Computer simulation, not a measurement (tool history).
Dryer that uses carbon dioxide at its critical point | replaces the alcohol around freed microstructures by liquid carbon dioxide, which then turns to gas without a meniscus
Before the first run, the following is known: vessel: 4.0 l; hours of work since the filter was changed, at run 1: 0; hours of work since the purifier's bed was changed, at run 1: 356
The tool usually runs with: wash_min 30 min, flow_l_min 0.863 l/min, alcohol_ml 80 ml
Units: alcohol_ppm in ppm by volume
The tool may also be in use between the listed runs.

| run | day | wash_min | flow_l_min | alcohol_ml | hours of work since the filter was changed | hours of work since the purifier's bed was changed | alcohol_ppm |
|---|---|---|---|---|---|---|---|
| 1 | 0.000 | 30 | 0.863 | 80 | 0 | 356 | 236 |
| 2 | 0.383 | 30 | 0.863 | 80 | 5 | 361 | 238 |
| 3 | 0.742 | 30 | 0.863 | 80 | 10 | 366 | 235 |
| 4 | 1.208 | 30 | 0.863 | 80 | 17 | 373 | 245 |
| 5 | 1.750 | 30 | 0.863 | 80 | 25 | 381 | 245 |
| 6 | 2.300 | 30 | 0.863 | 80 | 32 | 388 | 248 |
| 7 | 2.767 | 42 | 0.593 | 96 | 39 | 395 | 271 |
| 8 | 3.371 | 29 | 0.863 | 22 | 47 | 403 | 229 |
| 9 | 3.854 | 43 | 0.600 | 34 | 54 | 410 | 246 |

What will run 10 give?
| 10 | 4.588 | 43 | 0.600 | 34 | 64 | 420 | ? |

{"run 10": {"alcohol_ppm": 252}}
Take away the tool's hidden state, keep the run-to-run variation as it was, and the same run would have given alcohol_ppm 22 ppm by volume.
